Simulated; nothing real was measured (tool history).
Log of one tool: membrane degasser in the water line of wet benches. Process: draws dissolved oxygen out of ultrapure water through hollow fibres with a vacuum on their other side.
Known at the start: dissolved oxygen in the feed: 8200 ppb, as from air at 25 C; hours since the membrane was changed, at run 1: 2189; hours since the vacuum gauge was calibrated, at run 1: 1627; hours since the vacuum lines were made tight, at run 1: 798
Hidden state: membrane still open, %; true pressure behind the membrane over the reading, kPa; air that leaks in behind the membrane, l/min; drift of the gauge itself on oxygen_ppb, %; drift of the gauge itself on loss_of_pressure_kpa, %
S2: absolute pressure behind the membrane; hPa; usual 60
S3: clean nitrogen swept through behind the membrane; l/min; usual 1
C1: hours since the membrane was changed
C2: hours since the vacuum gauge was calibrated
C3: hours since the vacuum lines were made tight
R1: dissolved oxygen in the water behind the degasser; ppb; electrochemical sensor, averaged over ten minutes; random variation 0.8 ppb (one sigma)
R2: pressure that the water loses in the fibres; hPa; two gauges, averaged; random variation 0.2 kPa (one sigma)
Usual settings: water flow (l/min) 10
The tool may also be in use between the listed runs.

run 1 hour=0 | water_flow_(l/min)=10 S2=60 S3=1 | C1=2189 C2=1627 C3=798 | R1=74.7 R2=421.7
run 2 hour=93.5 | water_flow_(l/min)=10 S2=60 S3=1 | C1=2282 C2=1720 C3=892 | R1=74.2 R2=423
run 3 hour=179.7 | water_flow_(l/min)=10 S2=60 S3=1 | C1=2368 C2=1807 C3=978 | R1=74.3 R2=422.2
run 4 hour=232.7 | water_flow_(l/min)=10 S2=60 S3=1 | C1=2421 C2=1860 C3=1031 | R1=75.8 R2=419.7
run 5 hour=296.6 | water_flow_(l/min)=10 S2=60 S3=1 | C1=2485 C2=1923 C3=1095 | R1=74.5 R2=419.7
run 6 hour=390.5 | water_flow_(l/min)=10 S2=60 S3=1 | C1=2579 C2=2017 C3=1189 | R1=74.7 R2=424.9
run 7 hour=448.6 | water_flow_(l/min)=10 S2=60 S3=1 | C1=2637 C2=2075 C3=1247 | R1=74.3 R2=423
run 8 hour=511.9 | water_flow_(l/min)=10 S2=60 S3=1 | C1=2701 C2=2139 C3=1310 | R1=75.2 R2=422.4
run 9 hour=574.5 | water_flow_(l/min)=10 S2=60 S3=1 | C1=2763 C2=2201 C3=1372 | R1=74.6 R2=421.3
run 10 hour=616.6 | water_flow_(l/min)=10 S2=60 S3=2.06 | C1=2805 C2=2243 C3=1415 | R1=41 R2=418.1
run 11 hour=683.8 | water_flow_(l/min)=10 S2=60 S3=2.06 | C1=2872 C2=2311 C3=1482 | R1=41.5 R2=420.7
run 12 hour=763.7 | water_flow_(l/min)=10 S2=60 S3=1 | C1=2952 C2=2391 C3=1562 | R1=73.1 R2=418
run 13 hour=851.8 | water_flow_(l/min)=10 S2=60 S3=1 | C1=3040 C2=2479 C3=1650 | R1=75.2 R2=417
run 14 hour=900.4 | water_flow_(l/min)=10 S2=60 S3=1 | C1=3089 C2=2527 C3=1698 | R1=74.1 R2=419.5
run 15 hour=953.7 | water_flow_(l/min)=10 S2=60 S3=1 | C1=3142 C2=2581 C3=1752 | R1=74.7 R2=421.4
run 16 hour=1024.9 | water_flow_(l/min)=10 S2=60 S3=1 | C1=3214 C2=2652 C3=1823 | R1=74 R2=422.3
run 17 hour=1110.3 | water_flow_(l/min)=10 S2=60 S3=1 | C1=3299 C2=2737 C3=1908 | R1=74.5 R2=420.2
run 18 hour=1165.7 | water_flow_(l/min)=10 S2=60 S3=1 | C1=3354 C2=2793 C3=1964 | R1=73.3 R2=415.2
run 19 hour=1215.4 | water_flow_(l/min)=8 S2=75.2 S3=1 | C1=3404 C2=2842 C3=2013 | R1=86 R2=335.8
run 20 hour=1265.1 | water_flow_(l/min)=14 S2=134.1 S3=2.8 | C1=3454 C2=2892 C3=2063 | R1=159.9 R2=588.4
run 21 hour=1317.2 | water_flow_(l/min)=14 S2=134.1 S3=2.8 | C1=3506 C2=2944 C3=2115 | R1=163.2 R2=588.4
run 22 hour=1367 | water_flow_(l/min)=14 S2=134.1 S3=2.8 | C1=3556 C2=2994 C3=2165 | R1=163.8 R2=589.8
run 23 hour=1459.6 | water_flow_(l/min)=7 S2=60 S3=1.51 | C1=3648 C2=3087 C3=2258 | R1=33.2 R2=292.6
run 24 hour=1541.7 | water_flow_(l/min)=6 S2=89.1 S3=0.91 | C1=3730 C2=3169 C3=2340 | R1=91.2 R2=253
run 25 hour=1627.8 | water_flow_(l/min)=6 S2=89.1 S3=0.91 | C1=3816 C2=3255 C3=2426 | R1=88.7 R2=252.3
run 26 hour=1685.9 | water_flow_(l/min)=6 S2=89.1 S3=0.91 | C1=3875 C2=3313 C3=2484 | R1=90.8 R2=251.7
run 27 hour=1767.6 | water_flow_(l/min)=6 S2=46.8 S3=1.97 | C1=3956 C2=3394 C3=2566 | R1=11 R2=252.7
run 28 hour=1815.3 | water_flow_(l/min)=10 S2=46.8 S3=1.97 | C1=4004 C2=3442 C3=2613 | R1=26.5 R2=419
run 29 hour=1903.5 | water_flow_(l/min)=12 S2=55.8 S3=0.52 | C1=4092 C2=3530 C3=2702 | R1=136.3 R2=504.4
run 30 hour=1967.9 | water_flow_(l/min)=12 S2=60 S3=1.77 | C1=4157 C2=3595 C3=2766 | R1=67.2 R2=503.6
run 31 hour=2022.4 | water_flow_(l/min)=10 S2=60 S3=0.46 | C1=4211 C2=3649 C3=2820 | R1=142.4 R2=419.4
run 32 hour=2078.1 | water_flow_(l/min)=11 S2=50.7 S3=0.46 | C1=4267 C2=3705 C3=2876 | R1=111.9 R2=461.6
run 33 hour=2134.6 | water_flow_(l/min)=6 S2=60 S3=2.56 | C1=4323 C2=3762 C3=2933 | R1=16.4 R2=253.6
run 34 hour=2207.3 | water_flow_(l/min)=6 S2=60 S3=2.56 | C1=4396 C2=3834 C3=3005 | R1=16.6 R2=249.2

3 ways to go on from here, each from the tool as it stands after run 34. What would each give?
run A hour=2295.2 | water_flow_(l/min)=6 S2=111.3 S3=2.56 | C1=4484 C2=3922 C3=3093 | R1=? R2=?
run B hour=2295.2 | water_flow_(l/min)=10 S2=94.9 S3=1 | C1=4484 C2=3922 C3=3093 | R1=? R2=?
run C hour=2295.2 | water_flow_(l/min)=13 S2=131.8 S3=1 | C1=4484 C2=3922 C3=3093 | R1=? R2=?

run=A R1=46.7 R2=256.1
run=B R1=156.6 R2=422.1
run=C R1=317.3 R2=542.7
Without the tool's hidden state the same runs would have given:
run=A R1=46.6 R2=256
run=B R1=156.5 R2=421.9
run=C R1=317.1 R2=542.5

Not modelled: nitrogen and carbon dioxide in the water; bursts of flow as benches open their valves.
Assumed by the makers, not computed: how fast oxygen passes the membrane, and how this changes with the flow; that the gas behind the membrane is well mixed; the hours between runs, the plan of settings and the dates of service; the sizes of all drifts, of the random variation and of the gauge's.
